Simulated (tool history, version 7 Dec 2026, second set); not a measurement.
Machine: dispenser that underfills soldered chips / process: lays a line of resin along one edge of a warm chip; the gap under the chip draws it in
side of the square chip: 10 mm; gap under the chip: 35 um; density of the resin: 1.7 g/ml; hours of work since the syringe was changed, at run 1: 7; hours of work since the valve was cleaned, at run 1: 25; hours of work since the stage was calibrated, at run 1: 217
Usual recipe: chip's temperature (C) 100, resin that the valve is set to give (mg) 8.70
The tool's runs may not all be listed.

run   hour  chip's temperature (C)  resin that the valve is set to give (mg)  hours of work since the syringe was changed  hours of work since the valve was cleaned  hours of work since the stage was calibrated  time until the resin shows at the far edge (s)  resin that the valve gave (mg)
  1    0.0                     100                                      8.70                                            7                                         25                                           217                                           180.8                            8.61
       6.3  -- new syringe of resin
  2   11.1                     100                                      8.70                                            4                                         33                                           226                                           133.3                            8.47
      22.1  -- new syringe of resin
  3   22.4                      90                                      8.70                                            0                                         42                                           234                                           151.4                            8.41
  4   29.7                      90                                      8.70                                            6                                         48                                           240                                           250.8                            8.38
      37.7  -- new syringe of resin
  5   37.7                      90                                      8.70                                            0                                         54                                           246                                           149.9                            8.40
  6   50.4                     114                                      8.70                                           10                                         63                                           256                                           127.9                            8.23
      53.1  -- new syringe of resin
      60.0  -- dispensing valve cleaned and set on the balance
  7   64.4                     100                                      8.70                                            8                                          3                                           266                                           191.6                            8.72
      69.7  -- new syringe of resin
  8   77.2                     100                                      8.70                                            6                                         13                                           275                                           162.4                            8.57
      85.5  -- new syringe of resin
  9   89.3                     100                                      8.70                                            3                                         22                                           285                                           123.1                            8.46
 10  100.5                     100                                      7.74                                           12                                         31                                           293                                           266.6                            7.54
     101.9  -- new syringe of resin
 11  107.3                     100                                     11.05                                            4                                         36                                           298                                           134.2                           10.66
     117.4  -- new syringe of resin
 12  119.6                     100                                     11.05                                            2                                         45                                           308                                           109.7                           10.62
 13  127.5                     100                                     11.05                                            8                                         52                                           314                                           184.6                           10.56
     133.5  -- new syringe of resin
 14  134.5                     100                                     11.05                                            1                                         57                                           319                                           100.5                           10.51
 15  144.9                      88                                      8.70                                            9                                         65                                           327                                           357.8                            8.19
     149.9  -- new syringe of resin
     152.4  -- dispensing valve cleaned and set on the balance
 16  158.6                      88                                      8.70                                            6                                          5                                           337                                           280.3                            8.70
     166.5  -- new syringe of resin
 17  169.7                      88                                      8.70                                            2                                         13                                           345                                           204.3                            8.66
 18  178.9                     114                                      9.83                                           10                                         20                                           352                                           125.4                            9.67
     182.2  -- new syringe of resin
 19  188.0                     102                                     10.51                                            4                                         27                                           359                                           131.2                           10.25
 20  193.3                      86                                      9.75                                            9                                         31                                           363                                           375.8                            9.52
     197.9  -- new syringe of resin
 21  202.7                      86                                      9.75                                            4                                         38                                           370                                           248.8                            9.48
     213.7  -- new syringe of resin
 22  213.7                      86                                      9.75                                            0                                         47                                           379                                           178.2                            9.39
 23  222.0                      88                                      9.74                                            6                                         53                                           385                                           283.9                            9.40
     229.3  -- new syringe of resin
 24  229.6                     112                                      9.62                                            0                                         59                                           391                                            60.9                            9.21
 25  235.9                     113                                      8.69                                            5                                         64                                           396                                            89.9                            8.29
 26  241.1                      85                                      9.56                                            9                                         68                                           400                                           414.6                            9.06
     244.7  -- dispensing valve cleaned and set on the balance
     246.2  -- new syringe of resin
 27  255.0                      86                                      9.81                                            7                                          8                                           410                                           320.1                            9.65

Each row is a separate what-if for the run after 27, all from the same tool condition, not one after another. Results?
  A  260.3                      95                                      8.00                                           11                                         12                                           414                                               ?                               ?
  B  260.3                      97                                      8.70                                           11                                         12                                           414                                               ?                               ?
  C  260.3                      88                                      8.70                                           11                                         12                                           414                                               ?                               ?
  D  260.3                     100                                      9.92                                           11                                         12                                           414                                               ?                               ?
  E  260.3                     103                                     10.59                                           11                                         12                                           414                                               ?                               ?

run  time until the resin shows at the far edge (s)  resin that the valve gave (mg)
  A                                           319.6                            7.90
  B                                           287.3                            8.60
  C                                           433.4                            8.58
  D                                           248.4                            9.80
  E                                           216.4                           10.40
What these runs would have given with no unlogged condition in the tool:
run  time until the resin shows at the far edge (s)  resin that the valve gave (mg)
  A                                           117.2                            8.02
  B                                           105.7                            8.73
  C                                           158.9                            8.71
  D                                            91.2                            9.95
  E                                            80.0                           10.55

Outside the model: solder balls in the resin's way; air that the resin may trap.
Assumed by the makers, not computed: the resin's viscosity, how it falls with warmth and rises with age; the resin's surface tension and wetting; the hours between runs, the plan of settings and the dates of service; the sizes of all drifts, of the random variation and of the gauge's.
